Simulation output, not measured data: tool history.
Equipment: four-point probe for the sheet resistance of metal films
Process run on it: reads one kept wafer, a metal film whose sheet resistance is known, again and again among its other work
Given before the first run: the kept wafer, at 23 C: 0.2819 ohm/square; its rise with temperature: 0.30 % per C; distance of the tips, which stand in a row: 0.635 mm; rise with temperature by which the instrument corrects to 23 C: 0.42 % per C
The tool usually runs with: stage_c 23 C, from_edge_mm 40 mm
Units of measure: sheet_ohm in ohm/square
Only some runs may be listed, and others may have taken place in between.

{"run": 1, "day": 0.0, "stage_c": 23, "from_edge_mm": 40, "sheet_ohm": 0.281529}
{"run": 2, "day": 0.779, "stage_c": 23, "from_edge_mm": 40, "sheet_ohm": 0.281513}
{"run": 3, "day": 1.783, "stage_c": 23, "from_edge_mm": 40, "sheet_ohm": 0.281448}
{"run": 4, "day": 2.733, "stage_c": 23, "from_edge_mm": 3, "sheet_ohm": 0.287998}
{"run": 5, "day": 3.267, "stage_c": 23, "from_edge_mm": 3, "sheet_ohm": 0.288015}
{"run": 6, "day": 4.304, "stage_c": 23, "from_edge_mm": 32, "sheet_ohm": 0.281418}
{"run": 7, "day": 5.317, "stage_c": 23, "from_edge_mm": 32, "sheet_ohm": 0.281411}
{"run": 8, "day": 6.388, "stage_c": 23, "from_edge_mm": 32, "sheet_ohm": 0.281305}
{"run": 9, "day": 7.042, "stage_c": 23, "from_edge_mm": 18, "sheet_ohm": 0.281387}
{"run": 10, "day": 7.575, "stage_c": 23, "from_edge_mm": 40, "sheet_ohm": 0.281343}
{"run": 11, "day": 8.296, "stage_c": 23, "from_edge_mm": 40, "sheet_ohm": 0.281284}
{"day": 8.392, "done": "stage's thermometer calibrated"}
{"run": 12, "day": 9.238, "stage_c": 23, "from_edge_mm": 16, "sheet_ohm": 0.281115}
{"run": 13, "day": 9.733, "stage_c": 23, "from_edge_mm": 16, "sheet_ohm": 0.281195}
{"day": 10.55, "done": "stage's thermometer calibrated, once more"}
{"run": 14, "day": 10.696, "stage_c": 23, "from_edge_mm": 41, "sheet_ohm": 0.281485}
{"run": 15, "day": 11.408, "stage_c": 23, "from_edge_mm": 9, "sheet_ohm": 0.282198}
{"run": 16, "day": 12.362, "stage_c": 23, "from_edge_mm": 9, "sheet_ohm": 0.282153}
{"run": 17, "day": 13.062, "stage_c": 23, "from_edge_mm": 9, "sheet_ohm": 0.28217}
{"run": 18, "day": 14.062, "stage_c": 23, "from_edge_mm": 74, "sheet_ohm": 0.281389}
{"run": 19, "day": 14.625, "stage_c": 23, "from_edge_mm": 74, "sheet_ohm": 0.281195}
{"run": 20, "day": 15.7, "stage_c": 24, "from_edge_mm": 4, "sheet_ohm": 0.284682}
{"run": 21, "day": 16.354, "stage_c": 21, "from_edge_mm": 4, "sheet_ohm": 0.28572}
{"run": 22, "day": 17.338, "stage_c": 21, "from_edge_mm": 4, "sheet_ohm": 0.285574}
{"run": 23, "day": 17.992, "stage_c": 23, "from_edge_mm": 15, "sheet_ohm": 0.28144}
{"run": 24, "day": 18.817, "stage_c": 20, "from_edge_mm": 8, "sheet_ohm": 0.283051}
{"run": 25, "day": 19.767, "stage_c": 18, "from_edge_mm": 8, "sheet_ohm": 0.28389}
{"run": 26, "day": 20.808, "stage_c": 18, "from_edge_mm": 8, "sheet_ohm": 0.283775}
{"run": 27, "day": 21.796, "stage_c": 22, "from_edge_mm": 41, "sheet_ohm": 0.281435}
{"run": 28, "day": 22.771, "stage_c": 20, "from_edge_mm": 15, "sheet_ohm": 0.282266}
{"run": 29, "day": 23.238, "stage_c": 30, "from_edge_mm": 59, "sheet_ohm": 0.278713}
{"run": 30, "day": 23.792, "stage_c": 30, "from_edge_mm": 59, "sheet_ohm": 0.278766}
{"run": 31, "day": 24.604, "stage_c": 35, "from_edge_mm": 25, "sheet_ohm": 0.277274}
{"run": 32, "day": 25.517, "stage_c": 35, "from_edge_mm": 25, "sheet_ohm": 0.277252}
{"run": 33, "day": 26.371, "stage_c": 24, "from_edge_mm": 14, "sheet_ohm": 0.280831}
{"run": 34, "day": 27.017, "stage_c": 27, "from_edge_mm": 63, "sheet_ohm": 0.279549}

Below, some changes in sheet_ohm between adjacent runs. For each, the amount present without the hidden state too (settings, incoming material, random variation) and the amount remaining for the hidden state with gauge scatter not shared by both compared results:
Hidden state present: inner tips' distance over the nominal, %; tips' flats over new ones', %; wafer's true temperature over the reading, C; drift of the gauge itself on sheet_ohm, %.
Run 3 -> 4: from_edge_mm 40 -> 3. sheet_ohm +0.006550 ohm/square: hidden state -0.000048, all else +0.006598.
Run 5 -> 6: from_edge_mm 3 -> 32. sheet_ohm -0.006597 ohm/square: hidden state -0.000027, all else -0.006570.
Run 11 -> 12: from_edge_mm 40 -> 16, stage's thermometer calibrated. sheet_ohm -0.000169 ohm/square: hidden state -0.000168, all else -0.000001.
Run 13 -> 14: from_edge_mm 16 -> 41, stage's thermometer calibrated, once more. sheet_ohm +0.000290 ohm/square: hidden state +0.000473, all else -0.000183.
Run 22 -> 23: stage_c 21 -> 23, from_edge_mm 4 -> 15. sheet_ohm -0.004134 ohm/square: hidden state -0.000015, all else -0.004119.

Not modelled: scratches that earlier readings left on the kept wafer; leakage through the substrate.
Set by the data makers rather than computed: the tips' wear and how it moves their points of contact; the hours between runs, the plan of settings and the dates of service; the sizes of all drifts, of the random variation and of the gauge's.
